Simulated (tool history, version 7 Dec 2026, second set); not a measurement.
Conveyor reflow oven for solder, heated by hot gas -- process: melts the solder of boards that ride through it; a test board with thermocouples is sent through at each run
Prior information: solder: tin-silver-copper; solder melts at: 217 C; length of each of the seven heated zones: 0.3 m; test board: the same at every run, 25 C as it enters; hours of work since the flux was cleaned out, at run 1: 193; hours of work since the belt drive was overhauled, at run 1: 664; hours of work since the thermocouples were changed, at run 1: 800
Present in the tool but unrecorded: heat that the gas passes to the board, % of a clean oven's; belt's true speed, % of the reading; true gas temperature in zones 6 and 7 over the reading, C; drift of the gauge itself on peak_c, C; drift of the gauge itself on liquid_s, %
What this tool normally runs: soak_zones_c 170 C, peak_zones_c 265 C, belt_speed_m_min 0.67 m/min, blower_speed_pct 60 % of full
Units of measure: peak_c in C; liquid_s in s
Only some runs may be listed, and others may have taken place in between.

| run | day | soak_zones_c | peak_zones_c | belt_speed_m_min | blower_speed_pct | hours of work since the flux was cleaned out | hours of work since the belt drive was overhauled | hours of work since the thermocouples were changed | peak_c | liquid_s |
|---|---|---|---|---|---|---|---|---|---|---|
| 1 | 0 | 170 | 265 | 0.67 | 60 | 193 | 664 | 800 | 245.8 | 35.7 |
| 2 | 1.338 | 170 | 265 | 0.766 | 60 | 207 | 678 | 814 | 240.7 | 27.1 |
| 3 | 2.912 | 170 | 265 | 0.67 | 67 | 223 | 694 | 830 | 247.4 | 37.1 |
| 4 | 4.083 | 170 | 265 | 0.67 | 60 | 235 | 706 | 842 | 245.8 | 35.4 |
|  | 5.608 | flux residue cleaned out of gas plates and filters |
| 5 | 5.996 | 170 | 265 | 0.67 | 60 | 4 | 723 | 859 | 245.1 | 35.3 |
| 6 | 7.521 | 170 | 265 | 0.67 | 60 | 20 | 739 | 875 | 245 | 35.2 |
| 7 | 9.142 | 170 | 265 | 0.67 | 60 | 36 | 756 | 892 | 245 | 35.3 |
| 8 | 10.017 | 170 | 265 | 0.764 | 60 | 45 | 764 | 901 | 239.8 | 26.7 |
| 9 | 11.55 | 170 | 265 | 0.764 | 60 | 61 | 780 | 916 | 239.8 | 26.6 |
| 10 | 12.396 | 176 | 265 | 0.67 | 60 | 69 | 789 | 925 | 246 | 37.5 |
| 11 | 13.558 | 176 | 265 | 0.67 | 60 | 81 | 801 | 937 | 245.9 | 37.5 |
| 12 | 15.179 | 176 | 265 | 0.67 | 60 | 98 | 817 | 953 | 245.9 | 37.3 |
|  | 15.962 | flux residue cleaned out of gas plates and filters, once more |
| 13 | 16.842 | 176 | 265 | 0.67 | 60 | 9 | 832 | 968 | 247.5 | 38.8 |
|  | 17.883 | thermocouples of zones 6 and 7 changed |
| 14 | 18.308 | 181 | 265 | 0.739 | 60 | 23 | 846 | 4 | 246.2 | 35 |
| 15 | 19.146 | 158 | 267 | 0.67 | 60 | 32 | 855 | 13 | 246.8 | 33.9 |
| 16 | 20.296 | 157 | 267 | 0.611 | 60 | 43 | 866 | 25 | 249.6 | 39.8 |
| 17 | 21.392 | 160 | 267 | 0.611 | 86 | 55 | 878 | 36 | 255.6 | 45.1 |
| 18 | 22.712 | 170 | 270 | 0.67 | 60 | 68 | 891 | 49 | 251 | 39.3 |
| 19 | 23.788 | 174 | 270 | 0.589 | 59 | 79 | 902 | 60 | 255.7 | 49.7 |
| 20 | 25.454 | 170 | 256 | 0.67 | 65 | 96 | 919 | 77 | 240.4 | 32.7 |
| 21 | 26.867 | 170 | 274 | 0.686 | 60 | 111 | 934 | 92 | 253.8 | 39.8 |
| 22 | 28.6 | 170 | 265 | 0.671 | 60 | 128 | 951 | 109 | 246.8 | 36.8 |
| 23 | 30.546 | 183 | 265 | 0.671 | 60 | 148 | 971 | 129 | 249.1 | 42 |

Pick out some run-to-run changes in peak_c. Of each, how much would a tool without hidden state show as well, from the settings, what came in and chance, and how much is left for the hidden state and any gauge scatter not in both results compared?
Run 12 -> 13: flux residue cleaned out of gas plates and filters, once more. peak_c +1.6 C: hidden state +1.8, all else -0.2.
Run 13 -> 14: soak_zones_c 176 -> 181, belt_speed_m_min 0.67 -> 0.739, thermocouples of zones 6 and 7 changed. peak_c -1.3 C: hidden state +0.8, all else -2.1.
Run 19 -> 20: soak_zones_c 174 -> 170, peak_zones_c 270 -> 256, belt_speed_m_min 0.589 -> 0.67, blower_speed_pct 59 -> 65. peak_c -15.3 C: hidden state -0.1, all else -15.2.
Run 20 -> 21: peak_zones_c 256 -> 274, belt_speed_m_min 0.67 -> 0.686, blower_speed_pct 65 -> 60. peak_c +13.4 C: hidden state +0.1, all else +13.3.
